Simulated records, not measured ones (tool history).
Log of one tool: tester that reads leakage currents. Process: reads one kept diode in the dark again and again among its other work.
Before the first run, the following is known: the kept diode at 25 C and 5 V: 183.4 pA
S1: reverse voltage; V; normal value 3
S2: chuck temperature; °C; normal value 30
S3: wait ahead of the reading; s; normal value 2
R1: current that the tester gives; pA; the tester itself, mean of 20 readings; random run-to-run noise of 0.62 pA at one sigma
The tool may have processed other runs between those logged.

run 1 hour=0 | S1=3 S2=30 S3=2 | R1=206.51
run 2 hour=76.3 | S1=3 S2=30 S3=2 | R1=206.8
run 3 hour=145.6 | S1=8.29 S2=30 S3=2 | R1=352.02
run 4 hour=207.6 | S1=8.29 S2=30 S3=2.18 | R1=353
run 5 hour=253.2 | S1=8.29 S2=30 S3=2.18 | R1=352.58
run 6 hour=292.2 | S1=3 S2=57 S3=2 | R1=1322.17
run 7 hour=341.7 | S1=3 S2=30 S3=2 | R1=206.16
run 8 hour=384.7 | S1=3 S2=30 S3=2 | R1=205.96
run 9 hour=420.1 | S1=3 S2=30 S3=2 | R1=207.04
run 10 hour=477.6 | S1=18.97 S2=33 S3=0.6 | R1=688.35
run 11 hour=510.9 | S1=3 S2=22 S3=1.05 | R1=112.33
run 12 hour=550.7 | S1=1.75 S2=42 S3=5.1 | R1=368.33
run 13 hour=608.7 | S1=3 S2=30 S3=0.63 | R1=206.92
run 14 hour=670 | S1=1.33 S2=44 S3=6.24 | R1=368.06
run 15 hour=732.5 | S1=1.33 S2=44 S3=6.24 | R1=369.4
run 16 hour=781.3 | S1=1.33 S2=44 S3=6.24 | R1=367.55
run 17 hour=860.2 | S1=3.45 S2=39 S3=2 | R1=425.27
run 18 hour=908.1 | S1=3.45 S2=39 S3=2 | R1=429.32

3 options for the next run, each taken on its own from the tool as it stands now. Forecast them:
run A hour=953.3 | S1=14.04 S2=39 S3=2 | R1=?
run B hour=953.3 | S1=18.56 S2=30 S3=2 | R1=?
run C hour=953.3 | S1=12.54 S2=38 S3=8.41 | R1=?

run=A R1=894.3
run=B R1=540.1
run=C R1=782.77
Had the tool no hidden state, the same runs would have come out as:
run=A R1=895.19
run=B R1=540.63
run=C R1=783.56

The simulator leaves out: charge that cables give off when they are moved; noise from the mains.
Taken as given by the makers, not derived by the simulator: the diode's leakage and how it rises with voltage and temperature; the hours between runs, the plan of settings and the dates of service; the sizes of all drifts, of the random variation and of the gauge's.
